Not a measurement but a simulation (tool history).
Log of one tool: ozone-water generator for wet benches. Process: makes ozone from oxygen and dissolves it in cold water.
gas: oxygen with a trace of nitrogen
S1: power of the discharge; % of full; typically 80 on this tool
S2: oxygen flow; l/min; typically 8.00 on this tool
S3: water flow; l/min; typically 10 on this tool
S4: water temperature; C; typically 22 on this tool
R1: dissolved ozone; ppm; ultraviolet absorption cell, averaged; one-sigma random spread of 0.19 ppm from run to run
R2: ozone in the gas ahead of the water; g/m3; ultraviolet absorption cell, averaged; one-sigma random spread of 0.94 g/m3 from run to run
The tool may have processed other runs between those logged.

run,hour,S1,S2,S3,S4,R1,R2
1,0.0,80,8.00,10,22,27.1,159.6
2,36.1,80,8.00,6,22,33.2,159.6
3,69.2,80,8.00,6,22,33.6,160.3
# hour 116.7: contactor cleaned
4,117.0,80,8.00,10,22,27.3,160.0
5,148.5,80,8.00,10,22,27.0,161.5
6,173.1,80,8.00,10,22,27.1,161.3
7,217.1,68,8.00,10,22,23.4,140.4
8,260.0,68,8.00,10,22,23.2,137.9
9,307.9,80,8.00,15,22,21.5,163.7
10,348.2,80,8.00,15,22,21.5,163.6
11,393.4,80,8.00,15,22,21.4,163.3
12,452.1,80,8.74,10,25,24.6,155.8
13,502.3,80,8.74,10,25,24.3,154.9
# hour 506.5: gauge calibrated
14,550.5,63,8.74,10,17,23.9,123.1
15,579.3,62,8.00,10,22,21.2,128.9
16,606.4,62,8.00,10,22,21.4,126.5
17,638.6,41,9.76,10,22,14.2,78.8
18,694.3,80,6.31,10,22,28.6,183.9
19,723.1,69,8.00,13,22,20.4,142.4
20,776.2,69,8.00,13,22,20.9,143.0
21,823.4,74,13.16,10,22,21.8,116.4

What if the next run were any one of these 5? Each begins from the tool's condition after run 21:
A,860.6,54,10.64,10,23,?,?
B,860.6,80,10.90,10,22,?,?
C,860.6,42,8.00,10,18,?,?
D,860.6,78,5.46,10,14,?,?
E,860.6,65,13.16,10,17,?,?

run,R1,R2
A,17.2,97.8
B,24.5,138.3
C,16.8,91.5
D,34.5,196.2
E,21.7,102.6
Without the tool's hidden state the same runs would have given:
run,R1,R2
A,17.2,95.8
B,24.5,135.5
C,16.8,89.7
D,34.5,192.3
E,21.7,100.6
